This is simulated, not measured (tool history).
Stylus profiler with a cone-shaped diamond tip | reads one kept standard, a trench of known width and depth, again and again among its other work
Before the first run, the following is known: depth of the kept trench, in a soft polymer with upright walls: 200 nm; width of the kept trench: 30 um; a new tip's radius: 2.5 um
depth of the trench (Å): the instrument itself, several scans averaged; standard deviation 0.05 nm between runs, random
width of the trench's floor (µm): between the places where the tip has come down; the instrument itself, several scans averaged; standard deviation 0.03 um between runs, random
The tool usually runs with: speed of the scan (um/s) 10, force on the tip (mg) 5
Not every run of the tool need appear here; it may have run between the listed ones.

run   hour  speed of the scan (um/s)  force on the tip (mg)  depth of the trench (Å)  width of the trench's floor (µm)
  1      0                        10                      5                   2042.7                              27.5
  2     18                        10                   2.04                   2023.9                             27.45
  3   47.5                        10                   2.04                   2025.2                             27.45
  4     67                        10                      5                     2043                             27.45
  5   89.7                        10                      5                   2043.3                             27.47
  6  118.4                        10                      5                   2045.3                             27.43
  7  148.3                        10                      5                   2044.4                             27.46
  8    175                        10                      5                   2044.4                             27.43
  9  188.6                        10                      5                     2044                             27.38
 10  206.4                        10                   4.48                   2041.4                             27.36
 11  222.9                        10                      5                   2043.7                             27.36
 12  239.4                        10                      5                   2044.1                              27.4
 13  266.6                        10                      5                   2044.6                              27.3
 14  293.8                        10                   3.23                   2034.3                              27.3
 15  324.2                        10                   3.23                   2034.9                             27.27
 16  342.4                         3                      5                   2045.3                             27.33
 17  358.7                        10                  11.18                   2074.3                             27.27
 18  388.7                        10                  11.18                   2074.5                             27.32
 19  412.4                        10                  11.18                   2074.9                             27.35
 20  434.8                        10                  11.18                   2074.3                             27.26
 21  460.7                        10                  11.18                     2074                             27.26
 22    478                        10                  11.18                   2074.6                             27.34
 23  492.9                        10                  11.18                   2073.5                             27.26
 24  508.2                        10                  11.18                   2074.9                             27.21
 25  535.2                        26                   3.98                   2038.3                             27.22
 26  562.3                         3                   4.26                   2040.6                              27.2
 27  577.3                         9                      5                   2045.5                             27.12
 28  604.9                        17                   1.84                   2025.5                             27.13
 29  622.6                        17                   1.84                     2025                             27.17
 30  649.1                         7                  14.87                   2089.9                             27.19
 31  675.2                         3                  13.43                   2084.1                             27.18
 32  693.9                         3                   3.94                     2039                              27.2
 33    708                         3                   3.94                   2038.3                             27.18
 34  729.3                         3                   3.94                   2039.7                             27.13
 35  742.3                         3                   3.94                   2039.5                             27.15
 36  756.9                         3                   3.94                   2039.2                             27.17
 37  778.7                         3                   3.29                   2035.5                             27.06
 38  803.1                        38                   1.76                   2024.5                             26.97
 39  824.9                         7                   2.41                   2030.3                             27.09
 40  842.3                         4                   5.28                   2047.4                             27.04
 41  864.3                         4                   5.28                   2047.1                             27.05
 42  878.1                        20                   7.43                   2058.7                             27.03
 43  906.8                        20                   7.43                   2058.7                             27.01
 44  921.8                        12                   1.86                   2026.1                             26.99
 45  938.6                         3                   1.83                   2025.9                             27.05

Below are 3 alternative next runs, each starting from the tool's condition after run 45. Predict each:
  A  968.2                         3                   5.74                        ?                                 ?
  B  968.2                        22                      5                        ?                                 ?
  C  968.2                        24                    2.5                        ?                                 ?

run  depth of the trench (Å)  width of the trench's floor (µm)
  A                   2049.8                             27.07
  B                   2045.8                             27.02
  C                   2030.6                             26.98
The same runs, with their run-to-run variation unchanged, on a tool lacking any hidden condition would have given:
run  depth of the trench (Å)  width of the trench's floor (µm)
  A                   2045.1                             28.07
  B                   2041.1                             28.02
  C                   2025.9                             27.98
